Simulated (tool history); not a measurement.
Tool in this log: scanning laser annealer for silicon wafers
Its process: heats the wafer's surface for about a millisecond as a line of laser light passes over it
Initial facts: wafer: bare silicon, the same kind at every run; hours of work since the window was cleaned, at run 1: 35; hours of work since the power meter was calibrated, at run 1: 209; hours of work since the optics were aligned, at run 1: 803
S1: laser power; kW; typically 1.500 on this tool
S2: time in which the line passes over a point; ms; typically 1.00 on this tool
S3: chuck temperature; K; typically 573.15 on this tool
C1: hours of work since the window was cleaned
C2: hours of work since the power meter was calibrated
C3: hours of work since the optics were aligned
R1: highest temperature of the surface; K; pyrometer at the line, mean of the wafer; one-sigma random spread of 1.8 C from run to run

{"run": 1, "hour": 0.0, "S1": 1.5, "S2": 1.0, "S3": 573.15, "C1": 35, "C2": 209, "C3": 803, "R1": 1341.15}
{"run": 2, "hour": 11.0, "S1": 1.5, "S2": 1.0, "S3": 573.15, "C1": 44, "C2": 218, "C3": 812, "R1": 1339.15}
{"run": 3, "hour": 22.7, "S1": 1.5, "S2": 1.0, "S3": 573.15, "C1": 53, "C2": 227, "C3": 821, "R1": 1335.15}
{"run": 4, "hour": 36.2, "S1": 1.5, "S2": 1.0, "S3": 573.15, "C1": 63, "C2": 237, "C3": 831, "R1": 1341.15}
{"run": 5, "hour": 45.3, "S1": 1.5, "S2": 1.0, "S3": 573.15, "C1": 70, "C2": 244, "C3": 838, "R1": 1342.15}
{"run": 6, "hour": 61.1, "S1": 1.5, "S2": 1.16, "S3": 573.15, "C1": 82, "C2": 256, "C3": 850, "R1": 1396.15}
{"run": 7, "hour": 69.0, "S1": 1.5, "S2": 1.16, "S3": 573.15, "C1": 88, "C2": 262, "C3": 856, "R1": 1395.15}
{"run": 8, "hour": 77.0, "S1": 1.479, "S2": 1.0, "S3": 573.15, "C1": 94, "C2": 268, "C3": 862, "R1": 1332.15}
{"hour": 84.0, "done": "optics aligned, line set to its width"}
{"run": 9, "hour": 96.0, "S1": 1.5, "S2": 0.86, "S3": 573.15, "C1": 105, "C2": 279, "C3": 9, "R1": 1285.15}
{"run": 10, "hour": 107.7, "S1": 1.5, "S2": 1.0, "S3": 536.15, "C1": 114, "C2": 288, "C3": 18, "R1": 1304.15}
{"run": 11, "hour": 119.8, "S1": 1.5, "S2": 1.0, "S3": 536.15, "C1": 123, "C2": 297, "C3": 27, "R1": 1305.15}
{"run": 12, "hour": 129.6, "S1": 1.5, "S2": 1.0, "S3": 536.15, "C1": 131, "C2": 305, "C3": 35, "R1": 1305.15}
{"run": 13, "hour": 142.9, "S1": 1.5, "S2": 1.0, "S3": 536.15, "C1": 141, "C2": 315, "C3": 45, "R1": 1302.15}
{"run": 14, "hour": 156.2, "S1": 1.5, "S2": 1.0, "S3": 608.15, "C1": 151, "C2": 325, "C3": 55, "R1": 1374.15}
{"run": 15, "hour": 168.7, "S1": 1.5, "S2": 1.0, "S3": 548.15, "C1": 161, "C2": 334, "C3": 65, "R1": 1316.15}
{"run": 16, "hour": 180.4, "S1": 1.5, "S2": 1.0, "S3": 548.15, "C1": 169, "C2": 343, "C3": 74, "R1": 1318.15}
{"run": 17, "hour": 192.5, "S1": 1.5, "S2": 0.87, "S3": 573.15, "C1": 179, "C2": 353, "C3": 83, "R1": 1291.15}
{"run": 18, "hour": 205.7, "S1": 1.5, "S2": 0.87, "S3": 573.15, "C1": 189, "C2": 363, "C3": 93, "R1": 1290.15}
{"run": 19, "hour": 217.2, "S1": 1.5, "S2": 0.87, "S3": 573.15, "C1": 198, "C2": 372, "C3": 102, "R1": 1288.15}
{"run": 20, "hour": 232.8, "S1": 1.5, "S2": 0.87, "S3": 573.15, "C1": 210, "C2": 383, "C3": 114, "R1": 1291.15}
{"run": 21, "hour": 246.3, "S1": 1.5, "S2": 0.87, "S3": 573.15, "C1": 220, "C2": 394, "C3": 124, "R1": 1290.15}
{"run": 22, "hour": 257.9, "S1": 1.579, "S2": 1.04, "S3": 580.15, "C1": 229, "C2": 403, "C3": 133, "R1": 1403.15}
{"run": 23, "hour": 274.8, "S1": 1.489, "S2": 1.03, "S3": 572.15, "C1": 242, "C2": 416, "C3": 146, "R1": 1346.15}
{"run": 24, "hour": 289.6, "S1": 1.489, "S2": 1.03, "S3": 595.15, "C1": 253, "C2": 427, "C3": 157, "R1": 1369.15}
{"run": 25, "hour": 300.1, "S1": 1.489, "S2": 0.97, "S3": 595.15, "C1": 261, "C2": 435, "C3": 165, "R1": 1347.15}
{"run": 26, "hour": 311.6, "S1": 1.276, "S2": 0.73, "S3": 610.15, "C1": 270, "C2": 444, "C3": 174, "R1": 1176.15}
{"run": 27, "hour": 321.7, "S1": 1.5, "S2": 1.19, "S3": 593.15, "C1": 278, "C2": 451, "C3": 182, "R1": 1425.15}
{"run": 28, "hour": 330.0, "S1": 1.5, "S2": 1.19, "S3": 593.15, "C1": 284, "C2": 458, "C3": 188, "R1": 1428.15}
{"run": 29, "hour": 337.1, "S1": 1.5, "S2": 0.87, "S3": 609.15, "C1": 289, "C2": 463, "C3": 193, "R1": 1323.15}
{"run": 30, "hour": 345.5, "S1": 1.5, "S2": 0.87, "S3": 609.15, "C1": 296, "C2": 470, "C3": 200, "R1": 1323.15}
{"run": 31, "hour": 355.6, "S1": 1.439, "S2": 1.0, "S3": 573.15, "C1": 303, "C2": 477, "C3": 208, "R1": 1309.15}
{"run": 32, "hour": 372.4, "S1": 1.314, "S2": 0.78, "S3": 611.15, "C1": 316, "C2": 490, "C3": 220, "R1": 1216.15}
{"run": 33, "hour": 382.9, "S1": 1.314, "S2": 0.78, "S3": 611.15, "C1": 324, "C2": 498, "C3": 228, "R1": 1213.15}
{"run": 34, "hour": 395.2, "S1": 1.568, "S2": 0.78, "S3": 611.15, "C1": 334, "C2": 508, "C3": 238, "R1": 1323.15}
{"run": 35, "hour": 410.0, "S1": 1.5, "S2": 0.74, "S3": 555.15, "C1": 345, "C2": 519, "C3": 249, "R1": 1215.15}
{"run": 36, "hour": 423.9, "S1": 1.518, "S2": 0.8, "S3": 599.15, "C1": 356, "C2": 529, "C3": 260, "R1": 1294.15}
{"run": 37, "hour": 435.5, "S1": 1.426, "S2": 1.19, "S3": 573.15, "C1": 364, "C2": 538, "C3": 269, "R1": 1371.15}
{"run": 38, "hour": 442.4, "S1": 1.538, "S2": 1.0, "S3": 593.15, "C1": 370, "C2": 544, "C3": 274, "R1": 1375.15}
{"run": 39, "hour": 454.2, "S1": 1.577, "S2": 1.0, "S3": 577.15, "C1": 379, "C2": 553, "C3": 283, "R1": 1379.15}
{"run": 40, "hour": 466.9, "S1": 1.607, "S2": 0.95, "S3": 604.15, "C1": 388, "C2": 562, "C3": 293, "R1": 1398.15}
{"run": 41, "hour": 483.4, "S1": 1.459, "S2": 1.0, "S3": 608.15, "C1": 401, "C2": 575, "C3": 305, "R1": 1358.15}

Predict each of these 3 candidate next runs independently; none follows another, all start after run 41:
{"run": "A", "hour": 495.0, "S1": 1.628, "S2": 0.91, "S3": 573.15, "C1": 410, "C2": 584, "C3": 314, "R1": "?"}
{"run": "B", "hour": 495.0, "S1": 1.5, "S2": 0.81, "S3": 573.15, "C1": 410, "C2": 584, "C3": 314, "R1": "?"}
{"run": "C", "hour": 495.0, "S1": 1.498, "S2": 1.0, "S3": 601.15, "C1": 410, "C2": 584, "C3": 314, "R1": "?"}

run=A R1=1361.15
run=B R1=1264.15
run=C R1=1366.15
Without the tool's hidden state the same runs would have given:
run=A R1=1362.15
run=B R1=1264.15
run=C R1=1366.15

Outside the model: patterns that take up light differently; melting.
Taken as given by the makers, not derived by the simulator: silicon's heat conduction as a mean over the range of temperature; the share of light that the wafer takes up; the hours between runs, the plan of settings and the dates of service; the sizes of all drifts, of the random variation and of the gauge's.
